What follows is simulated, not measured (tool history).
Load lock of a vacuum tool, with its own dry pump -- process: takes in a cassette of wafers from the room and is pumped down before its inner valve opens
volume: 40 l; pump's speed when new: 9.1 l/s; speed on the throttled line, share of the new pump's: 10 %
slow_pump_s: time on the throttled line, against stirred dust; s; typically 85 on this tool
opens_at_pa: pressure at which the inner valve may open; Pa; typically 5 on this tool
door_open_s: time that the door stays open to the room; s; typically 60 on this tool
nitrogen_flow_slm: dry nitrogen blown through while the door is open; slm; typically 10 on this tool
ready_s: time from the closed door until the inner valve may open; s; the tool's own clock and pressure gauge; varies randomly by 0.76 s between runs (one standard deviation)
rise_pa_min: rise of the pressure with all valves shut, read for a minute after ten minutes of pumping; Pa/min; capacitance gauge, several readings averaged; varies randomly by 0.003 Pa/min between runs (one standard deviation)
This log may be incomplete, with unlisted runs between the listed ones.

run    hour  slow_pump_s  opens_at_pa  door_open_s  nitrogen_flow_slm  incoming humidity of the room's air, %  ready_s  rise_pa_min
  1       0           85            5           60                 10                                    44.7    126.4        0.059
  2   248.3           85            5           60                 10                                    43.2    125.6        0.058
  3   586.7           85            5           60                 12                                    46.6      125        0.056
  4   883.4           85            5           60                 12                                    45.3    126.8        0.057
  5  1209.2           85            5           60                 10                                    42.1    125.7        0.057
  6  1551.3           85            5           60                 15                                    44.7    124.7        0.063
  7  1911.5           85            5           60                 15                                    45.9    127.3        0.069
  8  2256.9           85            5           60                 15                                    49.4    127.1        0.075
  9  2410.4           85            5           60                 15                                    45.5    126.9         0.07
 10  2736.5           85            5           60                  4                                    43.6    126.9        0.088
 11  2989.9           85            5           60                  4                                    47.6    126.3        0.095
 12  3266.1           85            5           60                  4                                    48.4    128.3        0.102
 13  3479.3           85            5           60                  4                                    46.5    127.7        0.102

Run 14 comes next. What will it give?
 14  3762.8           85            5           60                  4                                    46.1        ?            ?

ready_s: 128.8 s
rise_pa_min: 0.109 Pa/min
If the tool had no hidden condition, the same run with the same run-to-run variation would have returned ready_s 121.4 s, rise_pa_min 0.065 Pa/min.
